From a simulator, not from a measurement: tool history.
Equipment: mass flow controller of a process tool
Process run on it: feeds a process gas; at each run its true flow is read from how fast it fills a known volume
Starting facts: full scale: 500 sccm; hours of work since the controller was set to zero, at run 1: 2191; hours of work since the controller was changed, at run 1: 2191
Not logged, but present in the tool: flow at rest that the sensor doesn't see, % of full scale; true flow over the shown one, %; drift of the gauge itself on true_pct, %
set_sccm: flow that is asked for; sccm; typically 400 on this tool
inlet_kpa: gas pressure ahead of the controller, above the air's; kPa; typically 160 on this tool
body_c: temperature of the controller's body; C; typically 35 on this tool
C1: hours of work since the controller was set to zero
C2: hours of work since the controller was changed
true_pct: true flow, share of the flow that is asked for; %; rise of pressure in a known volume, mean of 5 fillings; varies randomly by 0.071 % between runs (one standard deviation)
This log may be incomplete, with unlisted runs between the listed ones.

Run 1, day 0: usual settings; C1 2191; C2 2191. Result: true_pct 102.13 %.
Run 2, day 4.138: usual settings; C1 2260; C2 2260. Result: true_pct 102.12 %.
Run 3, day 9.521: usual settings but body_c 38 C; C1 2350; C2 2350. Result: true_pct 102.32 %.
Run 4, day 15.154: usual settings but body_c 38 C; C1 2443; C2 2443. Result: true_pct 102.23 %.
Run 5, day 19.792: usual settings but body_c 38 C; C1 2521; C2 2521. Result: true_pct 102.29 %.
Run 6, day 25.121: usual settings but set_sccm 499 sccm, body_c 38 C; C1 2610; C2 2610. Result: true_pct 102.62 %.
Run 7, day 27.892: usual settings; C1 2656; C2 2656. Result: true_pct 102.33 %.
Run 8, day 33.296: usual settings; C1 2746; C2 2746. Result: true_pct 102.29 %.
Run 9, day 37.933: usual settings; C1 2823; C2 2823. Result: true_pct 102.39 %.
Run 10, day 41.662: usual settings; C1 2885; C2 2885. Result: true_pct 102.39 %.
Run 11, day 47.25: usual settings; C1 2978; C2 2978. Result: true_pct 102.4 %.
Run 12, day 51.671: usual settings; C1 3052; C2 3052. Result: true_pct 102.42 %.
Run 13, day 56.354: usual settings but set_sccm 117 sccm; C1 3130; C2 3130. Result: true_pct 103.2 %.
Run 14, day 61.171: usual settings but set_sccm 117 sccm; C1 3210; C2 3210. Result: true_pct 103.05 %.
Run 15, day 63.629: usual settings but set_sccm 117 sccm; C1 3251; C2 3251. Result: true_pct 103.16 %.
Run 16, day 66.567: usual settings but set_sccm 117 sccm, body_c 39 C; C1 3300; C2 3300. Result: true_pct 103.59 %.
Run 17, day 68.912: usual settings but set_sccm 117 sccm, body_c 39 C; C1 3339; C2 3339. Result: true_pct 103.49 %.
Run 18, day 73.675: usual settings but set_sccm 117 sccm, body_c 39 C; C1 3419; C2 3419. Result: true_pct 103.62 %.
Run 19, day 76.588: usual settings; C1 3467; C2 3467. Result: true_pct 102.77 %.
Run 20, day 80.058: usual settings but inlet_kpa 273 kPa; C1 3525; C2 3525. Result: true_pct 102 %.
Run 21, day 83.596: usual settings but set_sccm 232 sccm, inlet_kpa 273 kPa; C1 3584; C2 3584. Result: true_pct 102.07 %.
Run 22, day 88.871: usual settings but inlet_kpa 242 kPa; C1 3672; C2 3672. Result: true_pct 102.15 %.
Run 23, day 91.392: usual settings; C1 3714; C2 3714. Result: true_pct 102.81 %.
Run 24, day 95.15: usual settings; C1 3777; C2 3777. Result: true_pct 102.93 %.
Run 25, day 98.904: usual settings but set_sccm 387 sccm, inlet_kpa 156 kPa, body_c 28 C; C1 3839; C2 3839. Result: true_pct 102.39 %.
Run 26, day 101.342: usual settings but set_sccm 227 sccm; C1 3880; C2 3880. Result: true_pct 102.96 %.
Run 27, day 106.596: usual settings but set_sccm 258 sccm, body_c 29 C; C1 3968; C2 3968. Result: true_pct 102.54 %.
Run 28, day 111.379: usual settings but set_sccm 258 sccm, body_c 29 C; C1 4047; C2 4047. Result: true_pct 102.6 %.
Run 29, day 116.425: usual settings but set_sccm 113 sccm, inlet_kpa 263 kPa, body_c 28 C; C1 4131; C2 4131. Result: true_pct 102.8 %.
Run 30, day 118.862: usual settings but set_sccm 62 sccm, inlet_kpa 229 kPa, body_c 39 C; C1 4172; C2 4172. Result: true_pct 105.76 %.
Run 31, day 123.771: usual settings but set_sccm 62 sccm, inlet_kpa 229 kPa, body_c 39 C; C1 4254; C2 4254. Result: true_pct 105.84 %.
Run 32, day 126.071: usual settings but set_sccm 77 sccm, body_c 29 C; C1 4292; C2 4292. Result: true_pct 104.95 %.
Run 33, day 129.458: usual settings but set_sccm 165 sccm, inlet_kpa 195 kPa, body_c 32 C; C1 4349; C2 4349. Result: true_pct 103.18 %.
Run 34, day 134.538: usual settings but set_sccm 66 sccm, inlet_kpa 172 kPa, body_c 23 C; C1 4433; C2 4433. Result: true_pct 105.33 %.
Run 35, day 139.612: usual settings but set_sccm 469 sccm, body_c 25 C; C1 4518; C2 4518. Result: true_pct 102.56 %.
Run 36, day 142.654: usual settings but set_sccm 303 sccm, inlet_kpa 219 kPa, body_c 31 C; C1 4569; C2 4569. Result: true_pct 102.76 %.
Run 37, day 145.621: usual settings but set_sccm 384 sccm, inlet_kpa 263 kPa, body_c 31 C; C1 4618; C2 4618. Result: true_pct 102.34 %.
Run 38, day 150.829: usual settings but set_sccm 62 sccm, inlet_kpa 221 kPa, body_c 27 C; C1 4705; C2 4705. Result: true_pct 106.06 %.
Run 39, day 156.433: usual settings but set_sccm 62 sccm, inlet_kpa 221 kPa, body_c 27 C; C1 4798; C2 4798. Result: true_pct 106.01 %.
Run 40, day 159.088: usual settings but set_sccm 248 sccm, inlet_kpa 230 kPa, body_c 30 C; C1 4842; C2 4842. Result: true_pct 102.63 %.
Run 41, day 163.658: usual settings but set_sccm 248 sccm, inlet_kpa 230 kPa, body_c 30 C; C1 4919; C2 4919. Result: true_pct 102.79 %.
Run 42, day 167.5: usual settings but set_sccm 142 sccm, inlet_kpa 142 kPa, body_c 30 C; C1 4983; C2 4983. Result: true_pct 103.96 %.
Run 43, day 171.225: usual settings but inlet_kpa 240 kPa, body_c 38 C; C1 5045; C2 5045. Result: true_pct 103.16 %.
Run 44, day 174.712: usual settings but set_sccm 374 sccm, inlet_kpa 212 kPa, body_c 20 C; C1 5103; C2 5103. Result: true_pct 102.03 %.
Run 45, day 178.242: usual settings but set_sccm 51 sccm, inlet_kpa 157 kPa, body_c 24 C; C1 5162; C2 5162. Result: true_pct 108.12 %.
Run 46, day 180.971: usual settings but set_sccm 81 sccm, inlet_kpa 142 kPa, body_c 24 C; C1 5207; C2 5207. Result: true_pct 105.58 %.
Run 47, day 184.138: usual settings but set_sccm 65 sccm, inlet_kpa 162 kPa, body_c 39 C; C1 5260; C2 5260. Result: true_pct 107.77 %.
Run 48, day 187.783: usual settings but set_sccm 412 sccm, inlet_kpa 173 kPa, body_c 24 C; C1 5321; C2 5321. Result: true_pct 102.83 %.

Branching from run 48: 3 alternative next runs. What would each branch give?
Run A, day 190.217: usual settings but set_sccm 490 sccm; C1 5361; C2 5361. Result: true_pct ?.
Run B, day 190.217: usual settings but inlet_kpa 161 kPa; C1 5361; C2 5361. Result: true_pct ?.
Run C, day 190.217: usual settings but set_sccm 128 sccm, inlet_kpa 173 kPa, body_c 24 C; C1 5361; C2 5361. Result: true_pct ?.

run  true_pct
  A    103.87
  B    103.75
  C    104.07
Stripped of hidden state, with their random variation kept, the same runs would have yielded:
run  true_pct
  A    101.06
  B    100.76
  C     99.07
